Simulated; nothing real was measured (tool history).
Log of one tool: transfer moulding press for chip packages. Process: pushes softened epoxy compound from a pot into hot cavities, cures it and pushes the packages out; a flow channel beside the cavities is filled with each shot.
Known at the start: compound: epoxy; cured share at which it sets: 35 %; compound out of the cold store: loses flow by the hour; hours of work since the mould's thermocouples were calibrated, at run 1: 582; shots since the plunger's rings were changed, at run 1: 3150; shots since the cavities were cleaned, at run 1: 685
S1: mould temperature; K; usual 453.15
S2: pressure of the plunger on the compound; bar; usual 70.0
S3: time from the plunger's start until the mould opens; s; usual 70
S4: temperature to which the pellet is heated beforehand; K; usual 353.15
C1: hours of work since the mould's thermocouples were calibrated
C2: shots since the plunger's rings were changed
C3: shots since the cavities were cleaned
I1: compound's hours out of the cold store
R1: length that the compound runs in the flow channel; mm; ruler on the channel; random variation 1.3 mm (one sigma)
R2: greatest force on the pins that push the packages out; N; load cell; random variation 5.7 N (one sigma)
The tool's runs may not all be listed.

| run | hour | S1 | S2 | S3 | S4 | C1 | C2 | C3 | I1 | R1 | R2 |
|---|---|---|---|---|---|---|---|---|---|---|---|
| 1 | 0.0 | 453.15 | 70.0 | 70 | 353.15 | 582 | 3150 | 685 | 40.9 | 664 | 282 |
|  | 30.4 | cavities cleaned with cleaning compound and waxed |
| 2 | 53.2 | 453.15 | 70.0 | 70 | 353.15 | 617 | 4052 | 396 | 27.6 | 696 | 296 |
|  | 62.0 | plunger's sealing rings changed |
|  | 99.0 | cavities cleaned with cleaning compound and waxed |
| 3 | 127.9 | 453.15 | 70.0 | 70 | 353.15 | 665 | 1124 | 504 | 44.0 | 669 | 287 |
|  | 163.8 | cavities cleaned with cleaning compound and waxed |
| 4 | 173.6 | 453.15 | 70.0 | 70 | 353.15 | 696 | 1896 | 171 | 31.1 | 699 | 238 |
|  | 229.8 | cavities cleaned with cleaning compound and waxed |
| 5 | 245.1 | 453.15 | 70.0 | 70 | 353.15 | 743 | 3119 | 269 | 35.4 | 682 | 265 |
| 6 | 275.5 | 460.15 | 70.0 | 70 | 353.15 | 764 | 3649 | 799 | 43.2 | 635 | 226 |
|  | 296.4 | cavities cleaned with cleaning compound and waxed |
|  | 304.8 | plunger's sealing rings changed |
| 7 | 323.6 | 453.15 | 70.0 | 65 | 353.15 | 794 | 328 | 432 | 23.6 | 730 | 344 |
| 8 | 358.4 | 453.15 | 70.0 | 65 | 350.15 | 818 | 935 | 1039 | 22.9 | 730 | 391 |
|  | 365.2 | cavities cleaned with cleaning compound and waxed |
| 9 | 426.8 | 453.15 | 70.0 | 65 | 350.15 | 863 | 2104 | 1076 | 20.5 | 729 | 397 |
|  | 434.3 | cavities cleaned with cleaning compound and waxed |
|  | 472.1 | mould's thermocouples calibrated |
| 10 | 482.6 | 453.15 | 74.9 | 70 | 353.15 | 7 | 3016 | 808 | 33.1 | 704 | 278 |
|  | 503.9 | cavities cleaned with cleaning compound and waxed |
| 11 | 521.7 | 456.15 | 58.6 | 78 | 355.15 | 33 | 3673 | 312 | 42.1 | 591 | 204 |
|  | 549.5 | plunger's sealing rings changed |
| 12 | 564.1 | 456.15 | 58.6 | 98 | 355.15 | 60 | 254 | 1009 | 34.2 | 627 | 238 |
|  | 570.6 | cavities cleaned with cleaning compound and waxed |
| 13 | 602.5 | 459.15 | 52.5 | 60 | 361.15 | 85 | 897 | 556 | 32.6 | 587 | 251 |
| 14 | 632.2 | 453.15 | 80.4 | 70 | 353.15 | 105 | 1416 | 1075 | 23.6 | 769 | 305 |
|  | 639.3 | cavities cleaned with cleaning compound and waxed |
| 15 | 686.3 | 453.15 | 80.4 | 70 | 353.15 | 141 | 2335 | 821 | 8.6 | 810 | 292 |
|  | 708.0 | cavities cleaned with cleaning compound and waxed |
| 16 | 742.8 | 456.15 | 54.4 | 69 | 351.15 | 178 | 3295 | 607 | 9.0 | 650 | 258 |
|  | 772.8 | cavities cleaned with cleaning compound and waxed |
|  | 796.1 | plunger's sealing rings changed |
| 17 | 812.1 | 459.15 | 70.0 | 70 | 353.15 | 223 | 281 | 643 | 17.4 | 725 | 230 |
|  | 841.1 | cavities cleaned with cleaning compound and waxed |
| 18 | 862.1 | 457.15 | 53.9 | 53 | 363.15 | 256 | 1127 | 367 | 36.9 | 589 | 350 |
|  | 908.3 | cavities cleaned with cleaning compound and waxed |
| 19 | 925.1 | 457.15 | 53.9 | 53 | 363.15 | 298 | 2201 | 294 | 23.9 | 613 | 339 |

Forecast each of these 4 alternatives for the next run:
| A | 960.7 | 452.15 | 53.9 | 64 | 354.15 | 322 | 2822 | 915 | 22.4 | ? | ? |
| B | 960.7 | 453.15 | 80.4 | 70 | 353.15 | 322 | 2822 | 915 | 21.4 | ? | ? |
| C | 960.7 | 460.15 | 53.9 | 54 | 363.15 | 322 | 2822 | 915 | 38.4 | ? | ? |
| D | 960.7 | 457.15 | 53.9 | 53 | 347.15 | 322 | 2822 | 915 | 47.7 | ? | ? |

| run | R1 | R2 |
|---|---|---|
| A | 630 | 391 |
| B | 771 | 298 |
| C | 571 | 321 |
| D | 558 | 424 |
Without the tool's hidden state the same runs would have given:
| run | R1 | R2 |
|---|---|---|
| A | 644 | 253 |
| B | 789 | 198 |
| C | 584 | 213 |
| D | 571 | 275 |

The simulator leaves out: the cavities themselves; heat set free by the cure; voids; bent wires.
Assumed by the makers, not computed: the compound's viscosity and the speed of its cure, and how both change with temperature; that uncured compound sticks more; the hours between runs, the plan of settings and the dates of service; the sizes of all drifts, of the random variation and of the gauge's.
